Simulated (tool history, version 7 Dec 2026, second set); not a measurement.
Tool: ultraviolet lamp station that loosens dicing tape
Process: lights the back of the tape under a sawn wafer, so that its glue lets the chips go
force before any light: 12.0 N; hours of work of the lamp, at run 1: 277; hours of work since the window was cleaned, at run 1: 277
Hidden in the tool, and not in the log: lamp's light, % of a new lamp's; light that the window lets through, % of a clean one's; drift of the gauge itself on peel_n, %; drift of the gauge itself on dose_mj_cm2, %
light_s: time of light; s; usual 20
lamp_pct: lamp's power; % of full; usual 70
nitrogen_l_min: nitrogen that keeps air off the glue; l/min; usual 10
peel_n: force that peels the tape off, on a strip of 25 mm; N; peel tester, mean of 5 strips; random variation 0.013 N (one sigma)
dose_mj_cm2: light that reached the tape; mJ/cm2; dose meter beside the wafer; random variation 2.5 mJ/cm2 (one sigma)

run,day,light_s,lamp_pct,nitrogen_l_min,hours of work of the lamp,hours of work since the window was cleaned,peel_n,dose_mj_cm2
1,0,20,70,10,277,277,0.784,266
2,0.558,20,70,10,286,286,0.792,270
3,0.9,20,70,10,291,291,0.789,263
4,1.479,20,70,10,299,299,0.817,264
5,2,20,70,10,307,307,0.821,267
6,2.479,20,70,10,314,314,0.818,262
7,2.808,20,70,10,319,319,0.802,264
8,3.088,20,70,10,324,324,0.793,259
9,3.533,20,70,10,330,330,0.804,262
10,3.9,20,70,10,336,336,0.796,261
11,4.175,20,70,10,340,340,0.824,261
12,4.583,20,70,10,346,346,0.848,258
13,5.054,20,70,6,353,353,1.276,262
14,5.342,20,70,6,357,357,1.243,258
15,5.888,20,70,6,366,366,1.279,253
16,6.496,20,70,4,375,375,1.711,257
17,7.029,20,70,4,383,383,1.664,254
18,7.617,20,70,4,392,392,1.77,255
19,7.896,20,91,10,396,396,0.441,332
20,8.196,20,62,10,400,400,1.162,227
21,8.625,20,62,10,407,407,1.185,225
22,9.042,20,62,10,413,413,1.125,222
23,9.438,31,70,10,419,419,0.287,393
24,9.967,31,72,9,427,427,0.298,400
25,10.358,29,72,18,433,433,0.233,379
26,10.762,39,94,9,439,439,0.148,658
27,11.267,10,60,7,446,446,4.121,110
28,11.754,10,60,7,454,454,4.349,106
29,12.367,20,96,9,463,463,0.463,340
# day 12.412: window cleaned of glue's vapour
30,13.012,11,93,12,472,9,1.689,174
31,13.538,11,84,8,480,17,2.484,157
32,13.933,38,70,10,486,23,0.21,459
33,14.429,33,66,7,493,30,0.44,371
34,15.029,33,66,7,502,39,0.455,371
# day 15.412: window cleaned of glue's vapour, once more
35,15.571,33,66,7,510,2,0.337,421
36,15.904,37,69,6,515,7,0.243,495
37,16.183,37,69,6,519,12,0.258,497
38,16.675,37,76,9,527,19,0.173,542
39,17.258,20,91,10,536,28,0.386,357
40,17.592,20,91,10,541,33,0.388,347
41,17.929,24,91,5,546,38,0.456,426
42,18.217,24,91,5,550,42,0.47,422
43,18.488,20,76,10,554,46,0.631,294

4 ways to go on from here, each from the tool as it stands after run 43. What would each give?
A,18.858,35,60,4,560,52,?,?
B,18.858,12,88,4,560,52,?,?
C,18.858,27,64,16,560,52,?,?
D,18.858,20,70,5,560,52,?,?

run,peel_n,dose_mj_cm2
A,0.62,402
B,2.605,200
C,0.323,331
D,1.367,269
Without the tool's hidden state the same runs would have given:
run,peel_n,dose_mj_cm2
A,0.474,447
B,2.203,223
C,0.254,368
D,1.088,298
